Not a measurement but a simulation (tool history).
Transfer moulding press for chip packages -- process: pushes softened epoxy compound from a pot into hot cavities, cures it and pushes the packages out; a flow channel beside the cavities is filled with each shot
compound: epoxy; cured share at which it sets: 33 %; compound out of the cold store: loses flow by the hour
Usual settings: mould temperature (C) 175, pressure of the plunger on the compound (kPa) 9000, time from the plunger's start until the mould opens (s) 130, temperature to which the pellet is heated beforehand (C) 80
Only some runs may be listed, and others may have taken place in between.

run     day  mould temperature (C)  pressure of the plunger on the compound (kPa)  time from the plunger's start until the mould opens (s)  temperature to which the pellet is heated beforehand (C)  incoming compound's hours out of the cold store  length that the compound runs in the flow channel (mm)  greatest force on the pins that push the packages out (N)
  1       0                    175                                           9000                                                      130                                                        80                                             34.7                                                     438                                                        609
      0.129  -- cavities cleaned with cleaning compound and waxed
  2   0.867                    175                                           9000                                                      130                                                        80                                             44.1                                                     420                                                        492
  3   1.675                    175                                           9000                                                      130                                                        80                                             38.7                                                     428                                                        554
      2.508  -- cavities cleaned with cleaning compound and waxed
  4   2.629                    175                                          10350                                                      130                                                        80                                             23.4                                                     503                                                        408
  5   3.146                    175                                          10350                                                      130                                                        80                                             13.4                                                     534                                                        499
  6   3.892                    175                                          10350                                                      130                                                        80                                             17.1                                                     512                                                        574
  7   4.729                    175                                          10350                                                      130                                                        80                                             28.2                                                     492                                                        617
      4.904  -- cavities cleaned with cleaning compound and waxed
  8   5.179                    175                                           9000                                                      130                                                        80                                             47.5                                                     398                                                        424
  9   5.954                    175                                           9000                                                      130                                                        89                                             36.5                                                     423                                                        517
 10   6.725                    175                                           9060                                                      130                                                        80                                             10.7                                                     497                                                        580
      7.292  -- cavities cleaned with cleaning compound and waxed
 11   7.325                    175                                           9060                                                      130                                                        80                                             29.5                                                     445                                                        394
 12   7.754                    172                                           9060                                                      130                                                        80                                             35.6                                                     431                                                        543
 13   8.533                    172                                           9060                                                      130                                                        80                                             31.7                                                     444                                                        617
 14   9.121                    171                                           9000                                                      130                                                        88                                             18.5                                                     474                                                        764
      9.654  -- cavities cleaned with cleaning compound and waxed
      9.933  -- plunger's sealing rings changed
 15  10.033                    181                                           9240                                                      130                                                        80                                             46.8                                                     435                                                        378
 16  10.575                    176                                          10830                                                      139                                                        76                                             43.9                                                     489                                                        486
 17  11.446                    176                                          10830                                                      139                                                        76                                             33.3                                                     526                                                        524
     12.142  -- cavities cleaned with cleaning compound and waxed
 18  12.375                    176                                          10830                                                      139                                                        76                                             42.8                                                     493                                                        406
 19  13.183                    169                                          10050                                                      139                                                        76                                             22.3                                                     546                                                        683
 20  13.592                    171                                           8330                                                      117                                                        87                                             13.6                                                     521                                                        872
 21  14.088                    175                                           9000                                                      164                                                        75                                             29.4                                                     480                                                        527
     14.479  -- cavities cleaned with cleaning compound and waxed
 22  14.596                    176                                           7730                                                      116                                                        72                                             31.3                                                     446                                                        467
 23  15.054                    177                                           9620                                                      138                                                        88                                             41.2                                                     454                                                        441
 24  15.788                    181                                          10000                                                      138                                                        78                                             36.5                                                     474                                                        478
 25  16.467                    173                                           8240                                                      123                                                        78                                               38                                                     432                                                        665

Each run again, without the hidden state but with its own random variation kept:
Hidden state at play: true mould temperature over the reading, C; pressure that reaches the compound, % of what is set; grip of the stained cavities, % over clean ones'; drift of the gauge itself on flow_mm, %; drift of the gauge itself on push_out_n, %.
run  length that the compound runs in the flow channel (mm)  greatest force on the pins that push the packages out (N)
  1                                                     471                                                        396
  2                                                     452                                                        397
  3                                                     462                                                        391
  4                                                     545                                                        390
  5                                                     580                                                        413
  6                                                     559                                                        412
  7                                                     537                                                        402
  8                                                     437                                                        386
  9                                                     465                                                        392
 10                                                     547                                                        397
 11                                                     492                                                        389
 12                                                     477                                                        470
 13                                                     493                                                        454
 14                                                     527                                                        521
 15                                                     435                                                        343
 16                                                     491                                                        386
 17                                                     529                                                        362
 18                                                     497                                                        377
 19                                                     552                                                        526
 20                                                     527                                                        630
 21                                                     487                                                        353
 22                                                     453                                                        449
 23                                                     462                                                        370
 24                                                     483                                                        346
 25                                                     441                                                        449

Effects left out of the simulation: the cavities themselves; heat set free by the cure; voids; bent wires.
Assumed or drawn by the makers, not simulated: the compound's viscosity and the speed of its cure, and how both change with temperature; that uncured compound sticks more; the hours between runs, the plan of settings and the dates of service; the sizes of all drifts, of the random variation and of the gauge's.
